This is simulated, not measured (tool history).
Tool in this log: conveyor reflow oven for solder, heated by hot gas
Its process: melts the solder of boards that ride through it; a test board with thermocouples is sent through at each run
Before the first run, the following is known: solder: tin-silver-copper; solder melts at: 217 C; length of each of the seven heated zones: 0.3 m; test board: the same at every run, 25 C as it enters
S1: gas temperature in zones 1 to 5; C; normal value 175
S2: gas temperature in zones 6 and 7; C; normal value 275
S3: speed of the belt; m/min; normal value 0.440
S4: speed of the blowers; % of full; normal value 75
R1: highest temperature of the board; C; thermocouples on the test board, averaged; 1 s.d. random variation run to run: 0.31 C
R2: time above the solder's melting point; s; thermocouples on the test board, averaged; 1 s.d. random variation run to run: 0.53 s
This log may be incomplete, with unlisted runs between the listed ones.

run   hour   S1   S2     S3  S4     R1    R2
  1    0.0  175  275  0.440  75  256.3  63.7
  2   13.4  175  275  0.440  75  256.1  63.0
  3   29.9  175  275  0.440  75  256.2  63.2
  4   46.9  175  275  0.440  55  252.0  59.7
  5   60.9  175  275  0.482  75  252.7  55.0
  6   73.4  175  268  0.440  75  249.9  58.8
  7   87.6  175  268  0.440  75  250.1  59.7
  8   99.7  175  275  0.359  75  262.4  84.4
  9  116.1  175  275  0.440  75  255.5  63.7
 10  125.7  175  275  0.440  59  253.0  61.0
 11  142.9  175  275  0.440  59  251.9  60.8
 12  159.4  175  275  0.440  75  255.1  62.9
 13  169.0  175  275  0.440  75  255.4  63.9
 14  179.1  175  275  0.440  75  255.7  62.0
     185.8  -- flux residue cleaned out of gas plates and filters
 15  195.7  175  275  0.440  84  258.7  65.7
 16  208.8  175  275  0.440  75  257.4  64.1
 17  222.3  175  285  0.440  52  260.2  65.8
 18  229.3  175  272  0.504  63  247.4  47.2
 19  242.4  183  275  0.440  75  258.3  68.7
 20  257.9  183  275  0.440  88  260.6  70.4
 21  268.2  172  275  0.440  75  256.0  62.9
 22  276.4  172  275  0.440  75  256.4  62.8
 23  286.1  172  275  0.440  75  255.9  63.3
 24  301.9  175  275  0.506  75  251.5  51.9
 25  317.0  175  275  0.370  75  261.8  82.0
 26  328.9  188  275  0.370  60  261.5  86.5
 27  340.7  183  275  0.445  75  257.4  66.8
 28  356.0  175  275  0.366  77  262.1  83.3
 29  373.4  181  275  0.440  78  257.8  67.9
 30  387.5  162  275  0.387  77  258.4  69.9
 31  399.8  173  278  0.437  62  255.8  63.1
 32  413.4  164  278  0.437  62  254.0  58.3

Each row is a separate what-if for the run after 32, all from the same tool condition, not one after another. Results?
  A  422.4  175  268  0.475  75   ?   ?
  B  422.4  175  278  0.440  75   ?   ?
  C  422.4  161  275  0.504  88   ?   ?

run     R1    R2
  A  247.4  52.9
  B  258.0  64.9
  C  250.1  46.7
Stripped of hidden state, with their random variation kept, the same runs would have yielded:
run     R1    R2
  A  248.6  53.8
  B  259.2  65.4
  C  251.6  47.8

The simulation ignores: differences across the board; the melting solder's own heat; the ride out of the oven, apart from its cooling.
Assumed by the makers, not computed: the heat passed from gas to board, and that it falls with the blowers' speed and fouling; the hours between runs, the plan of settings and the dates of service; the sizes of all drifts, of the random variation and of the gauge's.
